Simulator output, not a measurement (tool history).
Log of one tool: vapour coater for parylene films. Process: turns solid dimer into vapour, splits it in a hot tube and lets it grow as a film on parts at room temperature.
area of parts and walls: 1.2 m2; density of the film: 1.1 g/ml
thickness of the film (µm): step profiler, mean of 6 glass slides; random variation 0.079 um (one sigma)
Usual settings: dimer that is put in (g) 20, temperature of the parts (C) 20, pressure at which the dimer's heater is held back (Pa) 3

run,day,dimer that is put in (g),temperature of the parts (C),pressure at which the dimer's heater is held back (Pa),thickness of the film (µm)
1,0,20,20,3,10.62
2,1.821,20,20,3,10.55
3,3.483,35,20,3,18.4
4,5.696,20,20,4.93,9.99
5,7.162,20,20,4.93,9.79
6,8.158,20,20,4.93,9.92
7,9.188,20,20,4.93,9.78
8,10.858,20,20,4.93,9.7
9,12.654,20,20,4.93,9.55
10,13.95,11,20,4.93,5.24
11,15.242,11,20,4.93,5.24
12,16.179,20,25,3,7.97
13,17.292,20,25,3,7.8
14,18.746,20,25,3,7.8
15,19.942,20,20,3,9.65
16,20.929,20,21,3,9.24
# day 22: table's thermometer calibrated
17,22,20,21,3,9.37
18,23.858,20,21,3,9.3
19,25.533,28,20,2.4,14.03
20,27.596,20,20,8.65,8.68
# day 28.596: trap's valve overhauled
21,29.879,11,20,9.24,5.34
22,32.125,14,20,11.63,6.44
23,33.817,14,20,11.63,6.46
24,35.642,14,20,11.63,6.46
25,37.004,14,20,11.63,6.47
26,37.962,20,14,3,13.43
27,40.067,20,28,8.62,6.46
28,41.946,20,28,8.62,6.42
29,43.388,20,21,3,9.68
30,44.996,11,22,2.65,5.11
31,47.242,20,25,3,7.92
32,48.525,14,23,3,5.96
33,50.221,14,23,4.8,5.7

Hidden state or all else? Some run-to-run changes of thickness of the film (µm), split into what the settings, what came in and random variation would give without the hidden state, and what is left for the hidden state (with any gauge scatter that isn't in both results):
The hidden state here: vapour lost through the trap's worn valve, %; true temperature of the parts over the reading, C; drift of the gauge itself on film_um, %.
Run 2 -> 3: dimer that is put in (g) 20 -> 35. thickness of the film (µm) +7.85: hidden state -0.39, all else +8.24.
Run 3 -> 4: dimer that is put in (g) 35 -> 20, pressure at which the dimer's heater is held back (Pa) 3 -> 4.93. thickness of the film (µm) -8.41: hidden state +0.21, all else -8.62.
Run 18 -> 19: dimer that is put in (g) 20 -> 28, temperature of the parts (C) 21 -> 20, pressure at which the dimer's heater is held back (Pa) 3 -> 2.4. thickness of the film (µm) +4.73: hidden state -0.73, all else +5.46.
Run 19 -> 20: dimer that is put in (g) 28 -> 20, pressure at which the dimer's heater is held back (Pa) 2.4 -> 8.65. thickness of the film (µm) -5.35: hidden state +0.62, all else -5.97.
Run 20 -> 21: dimer that is put in (g) 20 -> 11, pressure at which the dimer's heater is held back (Pa) 8.65 -> 9.24, trap's valve overhauled. thickness of the film (µm) -3.34: hidden state +1.18, all else -4.52.
Run 26 -> 27: temperature of the parts (C) 14 -> 28, pressure at which the dimer's heater is held back (Pa) 3 -> 8.62. thickness of the film (µm) -6.97: hidden state +0.32, all else -7.29.

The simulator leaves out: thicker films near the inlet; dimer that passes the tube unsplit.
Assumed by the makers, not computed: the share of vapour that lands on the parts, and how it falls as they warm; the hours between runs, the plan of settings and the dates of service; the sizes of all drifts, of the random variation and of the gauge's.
